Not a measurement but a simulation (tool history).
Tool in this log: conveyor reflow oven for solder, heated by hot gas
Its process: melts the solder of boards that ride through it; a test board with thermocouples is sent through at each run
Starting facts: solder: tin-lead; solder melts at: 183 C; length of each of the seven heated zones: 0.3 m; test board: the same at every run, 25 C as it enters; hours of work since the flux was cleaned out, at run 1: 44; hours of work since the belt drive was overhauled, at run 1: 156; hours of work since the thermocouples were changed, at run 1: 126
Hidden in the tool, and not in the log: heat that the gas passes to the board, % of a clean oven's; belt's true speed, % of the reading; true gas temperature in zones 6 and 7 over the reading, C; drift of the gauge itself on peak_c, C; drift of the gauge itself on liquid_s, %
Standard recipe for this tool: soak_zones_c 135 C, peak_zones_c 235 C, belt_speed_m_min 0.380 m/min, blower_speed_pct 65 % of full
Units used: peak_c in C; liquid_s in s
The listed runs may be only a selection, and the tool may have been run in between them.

run     day  soak_zones_c  peak_zones_c  belt_speed_m_min  blower_speed_pct  hours of work since the flux was cleaned out  hours of work since the belt drive was overhauled  hours of work since the thermocouples were changed  peak_c  liquid_s
  1   0.000           135           235             0.380                65                                            44                                                156                                                 126  221.17     74.20
  2   1.038           135           235             0.380                70                                            59                                                170                                                 141  222.37     75.32
  3   2.100           135           235             0.457                70                                            73                                                185                                                 156  216.52     57.04
  4   3.088           135           235             0.380                65                                            87                                                199                                                 169  221.15     74.25
  5   3.971           135           235             0.380                65                                            99                                                211                                                 182  221.38     74.22
  6   5.121           135           235             0.380                65                                           115                                                227                                                 198  221.19     74.25
  7   6.612           135           235             0.380                65                                           136                                                247                                                 218  221.28     74.15
  8   8.162           124           235             0.380                65                                           158                                                269                                                 240  219.64     68.54
  9   9.279           137           235             0.380                65                                           173                                                284                                                 255  221.52     75.20
 10  10.642           137           235             0.380                65                                           192                                                303                                                 274  221.49     75.16
 11  11.646           135           235             0.380                65                                           206                                                317                                                 288  221.26     74.08
 12  12.442           135           235             0.380                65                                           217                                                328                                                 299  221.46     74.20
 13  13.279           135           235             0.380                65                                           229                                                340                                                 311  221.52     74.22
 14  14.683           125           235             0.365                77                                           248                                                359                                                 330  223.59     76.36
 15  15.708           135           235             0.418                89                                           262                                                374                                                 344  223.14     69.09
 16  16.408           144           231             0.380                65                                           272                                                383                                                 354  218.94     76.18
 17  17.562           144           231             0.380                65                                           288                                                399                                                 370  218.95     76.26
 18  18.992           134           231             0.380                73                                           308                                                419                                                 390  219.33     72.39
 19  19.992           148           231             0.380                57                                           322                                                433                                                 404  217.86     76.85
 20  21.046           140           231             0.302                57                                           336                                                448                                                 418  222.15     98.60
 21  22.529           128           231             0.301                55                                           357                                                468                                                 439  220.77     91.52
 22  23.383           135           237             0.380                65                                           369                                                480                                                 451  223.20     75.41
 23  24.362           135           237             0.380                65                                           382                                                494                                                 464  223.07     75.53

3 ways to go on from here, each from the tool as it stands after run 23. What would each give?
  A  25.938           135           247             0.380                65                                           404                                                516                                                 486       ?         ?
  B  25.938           127           235             0.447                65                                           404                                                516                                                 486       ?         ?
  C  25.938           135           243             0.377                65                                           404                                                516                                                 486       ?         ?

run  peak_c  liquid_s
  A  232.09     82.06
  B  214.50     53.59
  C  228.71     80.29
What these runs would have given with no unlogged condition in the tool:
run  peak_c  liquid_s
  A  232.09     82.06
  B  214.51     53.60
  C  228.72     80.29

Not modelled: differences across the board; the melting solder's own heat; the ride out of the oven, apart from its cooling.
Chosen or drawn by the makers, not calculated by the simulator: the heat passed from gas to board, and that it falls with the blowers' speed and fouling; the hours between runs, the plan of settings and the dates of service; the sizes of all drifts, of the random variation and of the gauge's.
